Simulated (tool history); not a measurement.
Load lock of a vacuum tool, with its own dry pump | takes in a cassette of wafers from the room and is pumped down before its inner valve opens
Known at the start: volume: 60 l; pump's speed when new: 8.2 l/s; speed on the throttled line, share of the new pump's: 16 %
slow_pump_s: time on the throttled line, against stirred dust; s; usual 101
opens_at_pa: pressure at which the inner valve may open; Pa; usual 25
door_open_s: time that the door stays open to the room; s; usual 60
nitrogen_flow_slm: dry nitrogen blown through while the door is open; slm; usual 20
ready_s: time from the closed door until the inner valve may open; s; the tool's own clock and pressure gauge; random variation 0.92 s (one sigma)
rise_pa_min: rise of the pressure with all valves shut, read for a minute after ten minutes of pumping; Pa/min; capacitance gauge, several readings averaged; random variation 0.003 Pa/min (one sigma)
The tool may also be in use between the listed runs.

run    hour  slow_pump_s  opens_at_pa  door_open_s  nitrogen_flow_slm  incoming humidity of the room's air, %  ready_s  rise_pa_min
  1       0          101           25           60                 20                                    43.5    147.4        0.108
  2   158.3          101           25           60                 20                                    45.7    148.5        0.107
  3   270.9          101           50           60                 20                                    45.9    141.5        0.117
  4   435.8          101           25           60                 20                                    45.9    147.4        0.117
  5   532.3          101           25           60                 20                                      46    148.1        0.121
  6   613.9          101           25           60                 20                                    48.2    148.2        0.119
  7   701.4          101           25           60                 20                                    43.8    147.4        0.119
  8     798          101           20           60                 20                                    46.1    149.7        0.122
  9   970.8          101           20           60                 20                                    45.9    148.3         0.12
 10  1122.3          101           20           60                 20                                    43.9      148        0.126
 11  1230.3          101           20           60                 20                                      46    148.7        0.129
 12  1334.5          101           20           60                 20                                    44.6    148.8        0.125
 13  1482.9          101           25           60                 35                                      47    148.2         0.13
 14  1574.6          101           25           60                 20                                    48.6      149        0.137
 15  1693.6          101           25           60                 20                                    44.6    146.8        0.129
 16  1839.1          101           25           60                 20                                    41.5    147.1         0.13
 17  1971.7          101           25           60                 20                                    45.5    150.1        0.139
 18  2096.2          179           25           44                 21                                    48.9    212.3        0.135
 19    2192          179           34           44                 21                                    49.6      210        0.127
 20  2271.2          179           34           44                 21                                    43.4    211.7        0.136
 21  2345.4          179           34           44                 21                                      43    209.6        0.136
 22    2422          179           34           44                 21                                    43.6    211.4        0.133
 23  2558.7          179           42           50                 21                                    41.1    209.2        0.135
 24  2650.9          179           22           95                 21                                    46.1    211.3        0.157
 25  2731.4           67           20           95                  8                                    48.3    122.5        0.178
 26  2825.5           67           40           95                 12                                    45.3    117.5        0.178
 27  2965.1           67           40           95                 12                                    44.8    117.8        0.179
 28  3081.1          182           46           60                 15                                    46.2    209.9        0.157
 29  3202.8           82           46           60                 15                                    45.5    127.4        0.157
 30  3294.5           82           46           60                 15                                    41.8    127.9        0.156
 31  3436.6          117           25           60                 20                                    44.5    163.8        0.159

The next listed run, before its measurement:
 32  3597.6          117           25           60                 20                                    45.1        ?            ?

ready_s: 164.1 s
rise_pa_min: 0.164 Pa/min
Without the tool's hidden state the same run would have given ready_s 160.6 s, rise_pa_min 0.04 Pa/min.
